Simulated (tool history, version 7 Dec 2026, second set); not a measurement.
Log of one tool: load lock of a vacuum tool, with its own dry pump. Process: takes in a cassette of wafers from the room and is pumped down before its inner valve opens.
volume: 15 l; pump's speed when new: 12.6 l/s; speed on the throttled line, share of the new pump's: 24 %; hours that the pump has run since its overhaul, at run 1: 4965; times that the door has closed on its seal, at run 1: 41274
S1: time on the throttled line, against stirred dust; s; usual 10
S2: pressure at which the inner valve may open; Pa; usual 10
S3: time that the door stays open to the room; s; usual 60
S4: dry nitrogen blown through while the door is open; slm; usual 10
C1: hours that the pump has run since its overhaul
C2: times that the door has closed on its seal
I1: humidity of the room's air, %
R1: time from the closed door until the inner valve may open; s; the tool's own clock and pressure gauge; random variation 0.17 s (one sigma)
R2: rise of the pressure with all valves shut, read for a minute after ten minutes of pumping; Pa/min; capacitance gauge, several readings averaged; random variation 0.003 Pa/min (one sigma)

run,hour,S1,S2,S3,S4,C1,C2,I1,R1,R2
1,0,10,10,60,10,4965,41274,43.3,18.9,0.057
2,441.8,10,10,33,10,5407,42914,41.8,18.5,0.042
3,861.8,10,10,60,10,5827,44473,45.3,18.6,0.051
4,1356.9,10,10,60,10,6322,46311,43.3,18.7,0.051
5,1727.8,10,10,60,29,6693,47688,46,18.7,0.045
6,2176.6,10,10,60,29,7142,49354,46,18.8,0.039
7,2475.8,10,10,60,10,7441,50465,47.2,18.8,0.058
# hour 2820.4: door's seal changed, seat wiped
8,3038.4,10,10,60,10,8002,809,42.6,18.7,0.053
9,3342.9,10,10,58,10,8307,1940,45.1,18.8,0.056
10,3922.9,10,10,58,10,8887,4093,45.5,18.7,0.051
11,4277.4,9,10,58,10,9241,5409,44.3,18.2,0.056
12,4892.1,11,10,60,10,9856,7692,44.9,19.5,0.059
13,5251.1,11,10,60,10,10215,9024,44.3,19.6,0.049
14,5816.1,10,10,60,4,10780,11122,48.7,18.6,0.068
15,6348.3,10,10,60,4,11312,13098,47.1,18.7,0.061
16,6641.8,10,10,60,4,11606,14188,48.5,18.4,0.062
17,7060.4,10,10,86,10,12024,15742,46.9,18.4,0.06
18,7681.8,10,10,86,10,12646,18049,46.4,18.9,0.058
19,8025.5,10,18,34,10,12989,19325,45,18.1,0.045
20,8318.5,10,10,213,10,13282,20412,44.8,18.8,0.078
21,8752.7,6,11,97,12,13717,22024,43.8,15.7,0.061
22,9174.4,6,11,97,12,14138,23590,45.7,15.2,0.062
# hour 9372.1: dry pump taken out, an overhauled one fitted
23,9780.5,6,11,97,12,408,25818,44.5,14.9,0.055
24,10361.8,6,11,97,12,990,27976,49.7,15.3,0.067
25,10833.8,8,10,184,10,1462,29728,46,17,0.077
26,11115.8,8,10,184,10,1744,30776,46.2,17.4,0.07
27,11482.1,7,11,135,10,2110,32136,44.9,16.3,0.068
28,11897.5,7,11,135,10,2525,33678,43.2,16.3,0.072
29,12325.1,7,7,60,10,2953,35265,44.3,16.8,0.058
30,12813.2,7,7,58,5,3441,37077,43,16.9,0.057
31,13148.6,7,7,58,5,3777,38323,45.3,16.9,0.06
32,13540.4,7,9,58,5,4168,39777,43.5,16.4,0.057
33,13991.9,7,9,58,5,4620,41453,45.6,16.3,0.063
34,14336,10,7,165,10,4964,42731,43.5,19.3,0.074
35,14862.8,14,12,222,5,5491,44687,47,21.6,0.092
36,15454.4,14,12,222,5,6082,46883,46,21.3,0.088

Hidden state at the last listed run before each entry between runs and at the first one after, where it differs:
Between runs 7 and 8: door's seal changed, seat wiped (hour 2820.4)
  leak at the door's seal, Pa l/s: 0.0023 -> 0.002
Between runs 22 and 23: dry pump taken out, an overhauled one fitted (hour 9372.1)
  no hidden state differs between the two runs

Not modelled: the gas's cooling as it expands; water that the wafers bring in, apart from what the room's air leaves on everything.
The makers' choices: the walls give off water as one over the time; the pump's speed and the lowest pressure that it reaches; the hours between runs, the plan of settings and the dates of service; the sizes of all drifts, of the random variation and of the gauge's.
